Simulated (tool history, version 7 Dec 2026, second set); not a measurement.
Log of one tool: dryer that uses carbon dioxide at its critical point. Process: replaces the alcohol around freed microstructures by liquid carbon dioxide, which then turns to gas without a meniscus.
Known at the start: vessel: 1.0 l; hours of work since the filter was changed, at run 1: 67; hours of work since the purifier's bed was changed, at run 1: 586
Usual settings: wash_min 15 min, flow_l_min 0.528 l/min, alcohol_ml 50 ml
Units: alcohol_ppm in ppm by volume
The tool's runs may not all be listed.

run,hour,wash_min,flow_l_min,alcohol_ml,hours of work since the filter was changed,hours of work since the purifier's bed was changed,alcohol_ppm
1,0,15,0.528,50,67,586,247
2,25.8,15,0.772,50,77,596,215
3,49.5,15,0.772,50,86,605,214
# hour 61.5: purifier's bed changed
4,78.9,15,0.772,50,96,7,11
5,110.3,15,0.772,50,108,19,18
6,146,15,0.763,50,121,32,24
7,193.9,15,0.528,50,139,50,64
8,241.2,15,0.606,50,157,68,47
9,284.9,15,0.606,50,174,85,47
10,325.6,15,0.606,50,189,100,53
11,370,15,0.574,50,206,117,63
12,413.6,15,0.528,50,223,134,97
13,436.4,15,0.462,50,231,142,166
14,462.7,15,0.462,50,241,152,173
15,511.3,15,0.528,50,260,171,116
16,533.7,15,0.528,50,268,179,121
17,563.6,15,0.528,50,280,191,132
18,607.6,15,0.528,50,296,207,130
19,646.3,15,0.416,50,311,222,307
20,668.5,15,0.416,79,320,231,456
21,689.7,15,0.416,79,328,239,459
22,737.7,15,0.416,79,346,257,466
23,783.1,14,0.455,22,363,274,196
# hour 807.4: inlet filter changed
24,833,14,0.455,22,10,293,160
25,867.4,14,0.455,22,23,306,158
26,890.1,14,0.455,22,31,314,174
27,932.9,11,0.761,33,48,331,132
28,963.9,11,0.761,33,59,342,138
29,999.8,10,0.761,33,73,356,162
30,1027.2,10,0.465,51,83,366,809
31,1053.2,15,0.528,70,93,376,192
32,1074.8,15,0.528,70,102,385,182
33,1101.8,15,0.528,70,112,395,191
34,1135.5,15,0.607,70,125,408,152
35,1178.7,18,0.664,91,141,424,149
36,1215.7,18,0.664,91,155,438,149

Forecast each of these 4 alternatives for the next run:
A,1238,12,0.664,91,164,447,?
B,1238,23,0.838,82,164,447,?
C,1238,13,0.86,50,164,447,?
D,1238,23,0.7,22,164,447,?

run,alcohol_ppm
A,238
B,156
C,165
D,165
Without the tool's hidden state the same runs would have given:
run,alcohol_ppm
A,56
B,5
C,12
D,6

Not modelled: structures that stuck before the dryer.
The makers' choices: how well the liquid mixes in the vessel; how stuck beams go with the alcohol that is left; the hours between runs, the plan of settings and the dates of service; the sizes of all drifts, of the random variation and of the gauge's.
